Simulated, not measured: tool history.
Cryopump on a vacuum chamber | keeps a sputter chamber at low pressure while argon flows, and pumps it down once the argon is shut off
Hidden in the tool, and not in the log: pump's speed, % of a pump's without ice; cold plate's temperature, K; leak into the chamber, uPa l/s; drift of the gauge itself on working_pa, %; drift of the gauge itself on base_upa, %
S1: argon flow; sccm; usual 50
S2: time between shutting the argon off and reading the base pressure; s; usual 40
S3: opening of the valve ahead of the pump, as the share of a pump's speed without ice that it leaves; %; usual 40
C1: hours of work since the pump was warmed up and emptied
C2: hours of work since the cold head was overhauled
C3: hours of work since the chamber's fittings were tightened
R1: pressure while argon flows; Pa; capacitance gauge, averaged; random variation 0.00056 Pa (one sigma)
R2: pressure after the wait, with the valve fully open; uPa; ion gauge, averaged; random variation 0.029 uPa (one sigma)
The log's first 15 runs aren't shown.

run	day	S1	S2	S3	C1	C2	C3	R1	R2
16	7.454	50	40	40	98	487	2832	0.0899	2.40
# day 7.821: leaking fittings of the chamber tightened, without venting
17	8.062	50	40	40	109	497	5	0.0877	1.34
18	8.542	42	87	15	118	507	15	0.1944	0.70
19	9.162	54	45	32	131	520	27	0.1179	1.20
20	9.471	54	45	32	137	526	33	0.1185	1.24
21	9.871	50	106	24	145	534	42	0.1458	0.61
22	10.308	50	106	24	154	543	50	0.1455	0.60
23	10.788	60	246	36	164	552	60	0.1182	0.37
24	11.400	40	246	21	176	565	72	0.1328	0.37
25	11.700	40	246	21	182	571	79	0.1329	0.35
26	12.283	40	246	21	194	583	90	0.1341	0.37
27	12.712	36	246	39	203	591	99	0.0651	0.39
28	12.992	60	215	22	208	597	105	0.1908	0.41
29	13.367	88	62	40	216	605	112	0.1582	1.01
30	13.804	88	62	40	225	613	121	0.1588	1.02
31	14.158	33	24	15	232	621	128	0.1544	2.28
32	14.454	33	24	15	238	627	134	0.1536	2.24
33	14.738	50	40	58	244	632	140	0.0638	1.40
34	15.242	42	146	58	254	643	150	0.0533	0.53

3 ways to go on from here, each from the tool as it stands after run 34. What would each give?
A	15.742	42	218	40	264	653	160	?	?
B	15.742	76	40	40	264	653	160	?	?
C	15.742	57	58	17	264	653	160	?	?

run	R1	R2
A	0.0758	0.41
B	0.1366	1.50
C	0.2364	1.05
Without the tool's hidden state the same runs would have given:
run	R1	R2
A	0.0724	0.33
B	0.1303	1.42
C	0.2317	0.97

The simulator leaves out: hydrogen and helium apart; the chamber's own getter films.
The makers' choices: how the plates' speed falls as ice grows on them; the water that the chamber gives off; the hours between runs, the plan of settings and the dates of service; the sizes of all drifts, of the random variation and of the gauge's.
